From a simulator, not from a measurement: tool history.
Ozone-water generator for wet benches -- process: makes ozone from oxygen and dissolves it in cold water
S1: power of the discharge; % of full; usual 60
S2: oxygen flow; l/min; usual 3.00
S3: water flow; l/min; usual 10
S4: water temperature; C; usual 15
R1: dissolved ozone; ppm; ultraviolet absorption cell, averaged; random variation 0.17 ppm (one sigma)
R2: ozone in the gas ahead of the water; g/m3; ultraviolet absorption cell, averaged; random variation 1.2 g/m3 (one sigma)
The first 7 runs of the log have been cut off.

{"run": 8, "day": 17.604, "S1": 60, "S2": 3.0, "S3": 10, "S4": 17, "R1": 22.0, "R2": 223.8}
{"run": 9, "day": 20.446, "S1": 60, "S2": 3.0, "S3": 10, "S4": 15, "R1": 22.5, "R2": 222.5}
{"run": 10, "day": 23.571, "S1": 78, "S2": 3.0, "S3": 10, "S4": 15, "R1": 27.9, "R2": 270.6}
{"day": 24.967, "done": "water thermometer calibrated"}
{"run": 11, "day": 25.975, "S1": 78, "S2": 4.63, "S3": 10, "S4": 15, "R1": 26.2, "R2": 206.7}
{"run": 12, "day": 28.85, "S1": 78, "S2": 4.63, "S3": 10, "S4": 15, "R1": 25.8, "R2": 203.0}
{"run": 13, "day": 30.35, "S1": 78, "S2": 4.63, "S3": 10, "S4": 15, "R1": 25.7, "R2": 203.9}
{"run": 14, "day": 32.792, "S1": 78, "S2": 4.63, "S3": 10, "S4": 15, "R1": 26.3, "R2": 206.5}
{"run": 15, "day": 35.804, "S1": 78, "S2": 4.63, "S3": 10, "S4": 15, "R1": 25.8, "R2": 205.0}
{"run": 16, "day": 37.833, "S1": 78, "S2": 4.63, "S3": 10, "S4": 10, "R1": 28.6, "R2": 203.6}
{"run": 17, "day": 39.5, "S1": 78, "S2": 4.63, "S3": 15, "S4": 12, "R1": 18.9, "R2": 205.3}
{"run": 18, "day": 40.908, "S1": 78, "S2": 4.42, "S3": 15, "S4": 12, "R1": 19.3, "R2": 209.2}
{"run": 19, "day": 43.108, "S1": 49, "S2": 3.0, "S3": 10, "S4": 15, "R1": 19.7, "R2": 191.1}
{"run": 20, "day": 46.358, "S1": 49, "S2": 3.0, "S3": 10, "S4": 15, "R1": 19.7, "R2": 190.3}
{"run": 21, "day": 48.688, "S1": 49, "S2": 3.0, "S3": 10, "S4": 15, "R1": 19.6, "R2": 190.3}
{"run": 22, "day": 51.3, "S1": 49, "S2": 3.0, "S3": 7, "S4": 15, "R1": 26.3, "R2": 190.4}
{"run": 23, "day": 53.562, "S1": 44, "S2": 3.0, "S3": 10, "S4": 15, "R1": 18.1, "R2": 176.5}
{"run": 24, "day": 55.8, "S1": 45, "S2": 1.91, "S3": 14, "S4": 15, "R1": 13.2, "R2": 238.3}
{"run": 25, "day": 57.179, "S1": 45, "S2": 1.91, "S3": 14, "S4": 15, "R1": 13.0, "R2": 239.7}
{"run": 26, "day": 60.012, "S1": 68, "S2": 3.55, "S3": 10, "S4": 15, "R1": 24.3, "R2": 216.6}
{"run": 27, "day": 62.025, "S1": 68, "S2": 3.55, "S3": 10, "S4": 15, "R1": 24.1, "R2": 217.3}
{"run": 28, "day": 63.912, "S1": 60, "S2": 3.0, "S3": 10, "S4": 8, "R1": 25.1, "R2": 220.6}
{"day": 65.071, "done": "gauge calibrated"}
{"run": 29, "day": 65.412, "S1": 69, "S2": 2.11, "S3": 10, "S4": 15, "R1": 25.7, "R2": 313.1}
{"run": 30, "day": 68.683, "S1": 67, "S2": 3.0, "S3": 14, "S4": 15, "R1": 17.7, "R2": 243.4}
{"run": 31, "day": 70.538, "S1": 70, "S2": 2.32, "S3": 11, "S4": 7, "R1": 25.7, "R2": 297.1}
{"run": 32, "day": 73.383, "S1": 70, "S2": 2.32, "S3": 11, "S4": 7, "R1": 25.5, "R2": 295.7}

Forecast each of these 4 alternatives for the next run:
{"run": "A", "day": 76.762, "S1": 70, "S2": 2.62, "S3": 16, "S4": 7, "R1": "?", "R2": "?"}
{"run": "B", "day": 76.762, "S1": 43, "S2": 3.0, "S3": 10, "S4": 8, "R1": "?", "R2": "?"}
{"run": "C", "day": 76.762, "S1": 88, "S2": 3.0, "S3": 10, "S4": 10, "R1": "?", "R2": "?"}
{"run": "D", "day": 76.762, "S1": 70, "S2": 2.05, "S3": 7, "S4": 10, "R1": "?", "R2": "?"}

run=A R1=17.1 R2=272.7
run=B R1=19.6 R2=176.4
run=C R1=32.3 R2=302.8
run=D R1=38.6 R2=321.7
Stripped of hidden state, with their random variation kept, the same runs would have yielded:
run=A R1=17.1 R2=274.4
run=B R1=19.6 R2=177.4
run=C R1=32.4 R2=304.7
run=D R1=38.6 R2=323.7
